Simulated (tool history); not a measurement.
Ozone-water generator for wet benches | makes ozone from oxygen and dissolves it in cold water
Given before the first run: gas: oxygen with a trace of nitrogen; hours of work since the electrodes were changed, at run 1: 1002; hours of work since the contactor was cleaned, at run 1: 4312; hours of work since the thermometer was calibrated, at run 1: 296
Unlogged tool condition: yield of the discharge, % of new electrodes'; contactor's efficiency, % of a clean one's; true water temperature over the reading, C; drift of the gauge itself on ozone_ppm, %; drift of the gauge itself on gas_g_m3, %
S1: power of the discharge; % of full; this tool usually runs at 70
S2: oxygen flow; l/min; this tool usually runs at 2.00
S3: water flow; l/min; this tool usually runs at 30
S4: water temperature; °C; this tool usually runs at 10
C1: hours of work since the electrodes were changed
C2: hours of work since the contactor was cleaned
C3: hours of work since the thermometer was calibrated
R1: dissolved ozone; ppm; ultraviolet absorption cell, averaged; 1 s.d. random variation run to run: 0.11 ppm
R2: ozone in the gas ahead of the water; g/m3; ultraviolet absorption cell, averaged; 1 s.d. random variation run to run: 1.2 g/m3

| run | hour | S1 | S2 | S3 | S4 | C1 | C2 | C3 | R1 | R2 |
|---|---|---|---|---|---|---|---|---|---|---|
| 1 | 0.0 | 70 | 2.00 | 30 | 10 | 1002 | 4312 | 296 | 9.2 | 206.2 |
| 2 | 85.7 | 70 | 1.41 | 30 | 10 | 1057 | 4366 | 350 | 8.5 | 253.1 |
| 3 | 193.8 | 70 | 2.00 | 30 | 10 | 1125 | 4435 | 419 | 9.2 | 207.8 |
| 4 | 240.5 | 70 | 2.00 | 30 | 10 | 1155 | 4465 | 448 | 9.2 | 207.2 |
| 5 | 318.5 | 70 | 2.00 | 30 | 10 | 1204 | 4514 | 498 | 9.2 | 205.4 |
| 6 | 424.8 | 70 | 2.00 | 30 | 10 | 1272 | 4582 | 566 | 9.2 | 205.8 |
| 7 | 514.5 | 70 | 2.00 | 30 | 10 | 1329 | 4639 | 623 | 9.2 | 205.7 |
| 8 | 567.8 | 70 | 2.00 | 38 | 10 | 1363 | 4673 | 656 | 7.1 | 206.7 |
| 9 | 614.0 | 70 | 2.00 | 38 | 10 | 1392 | 4702 | 686 | 7.0 | 204.3 |
| 10 | 666.2 | 70 | 2.00 | 30 | 10 | 1425 | 4735 | 719 | 9.2 | 202.9 |
| 11 | 726.1 | 70 | 2.00 | 30 | 10 | 1464 | 4773 | 757 | 9.1 | 205.7 |
| 12 | 828.2 | 70 | 2.00 | 30 | 10 | 1528 | 4838 | 822 | 9.1 | 204.5 |
| 13 | 930.6 | 78 | 2.00 | 30 | 10 | 1594 | 4903 | 887 | 9.6 | 216.2 |
| 14 | 1011.6 | 78 | 2.00 | 30 | 10 | 1645 | 4955 | 939 | 9.5 | 219.2 |
| 15 | 1089.1 | 70 | 2.00 | 30 | 10 | 1694 | 5004 | 988 | 9.3 | 205.1 |
| 16 | 1138.4 | 70 | 3.29 | 30 | 10 | 1726 | 5035 | 1019 | 10.2 | 152.9 |
| 17 | 1185.5 | 70 | 2.59 | 22 | 14 | 1756 | 5065 | 1049 | 13.1 | 174.1 |
| 18 | 1250.5 | 70 | 1.36 | 30 | 7 | 1797 | 5107 | 1090 | 8.1 | 255.0 |
| 19 | 1327.3 | 70 | 1.01 | 30 | 15 | 1846 | 5155 | 1139 | 7.3 | 302.1 |
| 20 | 1403.5 | 79 | 2.00 | 30 | 10 | 1894 | 5204 | 1188 | 10.0 | 216.2 |
| 21 | 1486.4 | 42 | 2.19 | 22 | 14 | 1947 | 5257 | 1240 | 9.2 | 143.8 |
| 22 | 1543.9 | 72 | 2.00 | 36 | 10 | 1983 | 5293 | 1277 | 7.7 | 206.4 |
| 23 | 1640.2 | 70 | 2.21 | 22 | 15 | 2045 | 5354 | 1338 | 12.3 | 191.4 |
| 24 | 1726.4 | 70 | 2.21 | 22 | 6 | 2099 | 5409 | 1393 | 13.1 | 188.7 |
| 25 | 1812.3 | 72 | 1.14 | 26 | 7 | 2154 | 5464 | 1447 | 9.1 | 282.0 |
|  | 1850.0 | gauge calibrated |
| 26 | 1889.3 | 70 | 1.35 | 30 | 9 | 2203 | 5513 | 1496 | 8.0 | 260.0 |
| 27 | 1946.4 | 70 | 1.35 | 30 | 9 | 2239 | 5549 | 1533 | 8.1 | 260.0 |
| 28 | 2026.2 | 70 | 1.35 | 30 | 9 | 2290 | 5600 | 1583 | 8.1 | 259.9 |
| 29 | 2100.8 | 70 | 1.15 | 20 | 15 | 2337 | 5647 | 1631 | 11.8 | 283.3 |
| 30 | 2199.0 | 96 | 2.00 | 21 | 10 | 2400 | 5709 | 1693 | 15.6 | 244.3 |
| 31 | 2253.8 | 96 | 2.34 | 39 | 17 | 2434 | 5744 | 1728 | 8.5 | 222.7 |
| 32 | 2338.2 | 96 | 2.34 | 39 | 11 | 2488 | 5798 | 1782 | 8.5 | 224.6 |

Below, some changes in R2 between adjacent runs. For each, the amount present without the hidden state too (settings, incoming material, random variation) and the amount remaining for the hidden state with gauge scatter not shared by both compared results:
Run 17 -> 18: S2 2.59 -> 1.36, S3 22 -> 30, S4 14 -> 7. R2 +80.9 g/m3: hidden state -1.8, all else +82.7.
Run 19 -> 20: S1 70 -> 79, S2 1.01 -> 2.00, S4 15 -> 10. R2 -85.9 g/m3: hidden state +1.6, all else -87.5.
Run 24 -> 25: S1 70 -> 72, S2 2.21 -> 1.14, S3 22 -> 26, S4 6 -> 7. R2 +93.3 g/m3: hidden state -3.2, all else +96.5.
Run 25 -> 26: S1 72 -> 70, S2 1.14 -> 1.35, S3 26 -> 30, S4 7 -> 9, gauge calibrated. R2 -22.0 g/m3: hidden state +8.3, all else -30.3.

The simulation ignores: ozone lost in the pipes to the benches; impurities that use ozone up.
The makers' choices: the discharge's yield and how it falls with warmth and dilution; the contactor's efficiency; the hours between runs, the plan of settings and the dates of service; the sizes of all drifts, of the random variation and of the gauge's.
